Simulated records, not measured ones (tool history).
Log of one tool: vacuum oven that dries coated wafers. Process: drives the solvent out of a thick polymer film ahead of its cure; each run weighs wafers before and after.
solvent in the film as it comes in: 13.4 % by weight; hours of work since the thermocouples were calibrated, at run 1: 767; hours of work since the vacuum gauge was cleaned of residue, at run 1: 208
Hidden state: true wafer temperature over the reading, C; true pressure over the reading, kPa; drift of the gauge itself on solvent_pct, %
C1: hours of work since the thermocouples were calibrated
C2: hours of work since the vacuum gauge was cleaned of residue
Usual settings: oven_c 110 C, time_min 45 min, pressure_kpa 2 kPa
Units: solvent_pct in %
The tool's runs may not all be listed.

run 1 hour=0 | oven_c=110 time_min=45 pressure_kpa=2 | C1=767 C2=208 | solvent_pct=2.25
run 2 hour=12.1 | oven_c=110 time_min=22 pressure_kpa=2 | C1=775 C2=216 | solvent_pct=4.35
run 3 hour=28.2 | oven_c=110 time_min=22 pressure_kpa=2 | C1=786 C2=227 | solvent_pct=4.33
run 4 hour=46.1 | oven_c=117 time_min=22 pressure_kpa=2 | C1=798 C2=239 | solvent_pct=3.19
run 5 hour=69.8 | oven_c=125 time_min=45 pressure_kpa=2 | C1=814 C2=255 | solvent_pct=1
run 6 hour=93.2 | oven_c=99 time_min=45 pressure_kpa=2 | C1=830 C2=271 | solvent_pct=3.93
run 7 hour=113.2 | oven_c=99 time_min=45 pressure_kpa=2 | C1=844 C2=285 | solvent_pct=3.93
run 8 hour=124.4 | oven_c=99 time_min=45 pressure_kpa=2 | C1=852 C2=292 | solvent_pct=3.92
run 9 hour=148.8 | oven_c=110 time_min=45 pressure_kpa=2 | C1=868 C2=309 | solvent_pct=2.24
run 10 hour=171.9 | oven_c=110 time_min=45 pressure_kpa=2 | C1=884 C2=325 | solvent_pct=2.24
run 11 hour=190.6 | oven_c=110 time_min=45 pressure_kpa=2 | C1=896 C2=337 | solvent_pct=2.25
run 12 hour=206.1 | oven_c=110 time_min=45 pressure_kpa=2 | C1=907 C2=348 | solvent_pct=2.24
run 13 hour=221.8 | oven_c=110 time_min=45 pressure_kpa=2 | C1=918 C2=358 | solvent_pct=2.25
run 14 hour=244.1 | oven_c=110 time_min=61 pressure_kpa=2 | C1=933 C2=373 | solvent_pct=1.76
run 15 hour=257.3 | oven_c=110 time_min=61 pressure_kpa=2 | C1=942 C2=382 | solvent_pct=1.77
run 16 hour=268.3 | oven_c=110 time_min=45 pressure_kpa=1.9 | C1=949 C2=390 | solvent_pct=2.16
run 17 hour=280.4 | oven_c=110 time_min=66 pressure_kpa=2 | C1=957 C2=398 | solvent_pct=1.69
run 18 hour=303.2 | oven_c=110 time_min=66 pressure_kpa=2 | C1=973 C2=414 | solvent_pct=1.68
run 19 hour=322.4 | oven_c=110 time_min=66 pressure_kpa=2 | C1=986 C2=427 | solvent_pct=1.69
-- hour=342.2 oven's thermocouples calibrated
run 20 hour=346.1 | oven_c=110 time_min=45 pressure_kpa=2 | C1=3 C2=441 | solvent_pct=2.5
run 21 hour=369.8 | oven_c=110 time_min=45 pressure_kpa=1.14 | C1=19 C2=457 | solvent_pct=1.91
run 22 hour=392.4 | oven_c=105 time_min=45 pressure_kpa=2 | C1=34 C2=473 | solvent_pct=3.22
run 23 hour=408.7 | oven_c=110 time_min=45 pressure_kpa=1.42 | C1=45 C2=484 | solvent_pct=2.1
run 24 hour=430.4 | oven_c=110 time_min=45 pressure_kpa=2 | C1=60 C2=498 | solvent_pct=2.5
run 25 hour=443.5 | oven_c=124 time_min=22 pressure_kpa=4.72 | C1=69 C2=507 | solvent_pct=3.57
run 26 hour=463 | oven_c=121 time_min=27 pressure_kpa=2 | C1=82 C2=521 | solvent_pct=2.28
run 27 hour=482.5 | oven_c=103 time_min=31 pressure_kpa=4.68 | C1=95 C2=534 | solvent_pct=6.65
run 28 hour=501.9 | oven_c=103 time_min=76 pressure_kpa=4.68 | C1=108 C2=547 | solvent_pct=4.84
run 29 hour=522.9 | oven_c=111 time_min=45 pressure_kpa=2.39 | C1=122 C2=561 | solvent_pct=2.62
run 30 hour=534.8 | oven_c=110 time_min=45 pressure_kpa=4.26 | C1=131 C2=569 | solvent_pct=4.02
run 31 hour=558 | oven_c=102 time_min=73 pressure_kpa=2 | C1=146 C2=585 | solvent_pct=2.65
run 32 hour=576.1 | oven_c=105 time_min=71 pressure_kpa=2 | C1=159 C2=597 | solvent_pct=2.29
run 33 hour=599.7 | oven_c=105 time_min=25 pressure_kpa=4.56 | C1=175 C2=613 | solvent_pct=6.64
run 34 hour=614.7 | oven_c=124 time_min=23 pressure_kpa=1.97 | C1=185 C2=623 | solvent_pct=2.31
run 35 hour=634.2 | oven_c=124 time_min=23 pressure_kpa=1.97 | C1=198 C2=637 | solvent_pct=2.31
run 36 hour=657 | oven_c=110 time_min=26 pressure_kpa=7.03 | C1=213 C2=652 | solvent_pct=6.92
run 37 hour=671.9 | oven_c=110 time_min=26 pressure_kpa=7.03 | C1=224 C2=662 | solvent_pct=6.91
run 38 hour=683.4 | oven_c=122 time_min=77 pressure_kpa=1.83 | C1=231 C2=670 | solvent_pct=0.99
run 39 hour=706.6 | oven_c=118 time_min=47 pressure_kpa=1.35 | C1=247 C2=686 | solvent_pct=1.22
run 40 hour=723.3 | oven_c=124 time_min=47 pressure_kpa=1.35 | C1=258 C2=697 | solvent_pct=0.87
run 41 hour=735.8 | oven_c=110 time_min=45 pressure_kpa=1.68 | C1=267 C2=705 | solvent_pct=2.25
run 42 hour=749.9 | oven_c=104 time_min=45 pressure_kpa=2 | C1=276 C2=715 | solvent_pct=3.35
run 43 hour=772 | oven_c=124 time_min=65 pressure_kpa=7.01 | C1=291 C2=730 | solvent_pct=3.3
run 44 hour=787.9 | oven_c=110 time_min=74 pressure_kpa=2.48 | C1=302 C2=741 | solvent_pct=2.11
run 45 hour=802.8 | oven_c=110 time_min=24 pressure_kpa=5.42 | C1=312 C2=751 | solvent_pct=6.18
run 46 hour=820.1 | oven_c=110 time_min=24 pressure_kpa=5.42 | C1=324 C2=763 | solvent_pct=6.17
run 47 hour=837.5 | oven_c=125 time_min=31 pressure_kpa=5.6 | C1=336 C2=774 | solvent_pct=3.06
run 48 hour=850.6 | oven_c=106 time_min=59 pressure_kpa=1.61 | C1=345 C2=783 | solvent_pct=2.17

How the hidden state differs across the entries between the runs, from the last listed run before each to the first after it:
Between runs 19 and 20: oven's thermocouples calibrated (hour 342.2)
  true wafer temperature over the reading, C: 2.39 -> 0.23; true pressure over the reading, kPa: 0.099 -> 0.103
  measured less the result without the state, solvent_pct: -0.14 -> +0.04 %
